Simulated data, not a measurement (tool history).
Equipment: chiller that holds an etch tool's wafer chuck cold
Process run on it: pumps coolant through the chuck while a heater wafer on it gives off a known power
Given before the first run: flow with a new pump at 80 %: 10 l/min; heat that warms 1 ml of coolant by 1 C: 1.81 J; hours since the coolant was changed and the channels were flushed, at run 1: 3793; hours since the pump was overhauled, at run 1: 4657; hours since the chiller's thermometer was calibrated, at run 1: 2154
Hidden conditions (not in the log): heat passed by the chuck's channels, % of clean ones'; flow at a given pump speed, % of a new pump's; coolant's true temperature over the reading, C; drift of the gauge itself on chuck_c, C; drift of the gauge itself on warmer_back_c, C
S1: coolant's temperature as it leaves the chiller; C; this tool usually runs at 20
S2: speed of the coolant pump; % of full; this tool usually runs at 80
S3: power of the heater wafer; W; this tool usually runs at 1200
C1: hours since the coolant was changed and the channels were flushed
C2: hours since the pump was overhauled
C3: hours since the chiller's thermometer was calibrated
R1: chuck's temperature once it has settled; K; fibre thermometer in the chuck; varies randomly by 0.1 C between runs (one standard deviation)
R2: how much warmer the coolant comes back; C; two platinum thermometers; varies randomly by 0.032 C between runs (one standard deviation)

run	day	S1	S2	S3	C1	C2	C3	R1	R2
1	0.000	20	80	1200	3793	4657	2154	302.35	3.93
2	2.654	20	80	1200	3857	4720	2218	302.15	3.99
3	6.908	20	80	1200	3959	4822	2320	302.25	3.97
4	10.875	20	80	1200	4054	4918	2415	302.35	3.94
5	13.038	20	80	1200	4106	4969	2467	302.25	3.91
6	17.079	20	80	1200	4203	5066	2564	302.35	3.88
7	20.450	20	80	1200	4284	5147	2645	302.35	3.88
# day 20.908: chiller's thermometer calibrated
8	22.896	20	80	1200	4341	5205	48	302.25	3.86
9	25.342	21	80	683	4400	5264	106	299.35	2.09
10	29.500	21	63	613	4500	5364	206	299.55	2.43
11	33.617	21	63	613	4599	5462	305	299.75	2.47
12	35.925	11	82	1200	4654	5518	360	293.05	3.76
13	38.938	25	80	1712	4726	5590	433	311.05	5.43
14	43.800	25	80	1712	4843	5707	549	311.35	5.51
# day 46.529: coolant pump overhauled
15	47.954	17	69	609	4938	34	644	295.35	2.12
16	51.267	19	69	1712	5017	114	724	306.75	6.36

Some steps in R2, run to run, broken into two amounts with sign: the step expected even without the hidden condition (settings, incoming material, random variation), and the rest, left for the hidden condition together with whatever gauge scatter is not in both the measured and the hidden-condition-free result:
Run 14 -> 15: S1 25 -> 17, S2 80 -> 69, S3 1712 -> 609, coolant pump overhauled. R2 -3.39 C: hidden state -0.05, all else -3.34.
Run 15 -> 16: S1 17 -> 19, S3 609 -> 1712. R2 +4.24 C: hidden state -0.01, all else +4.25.
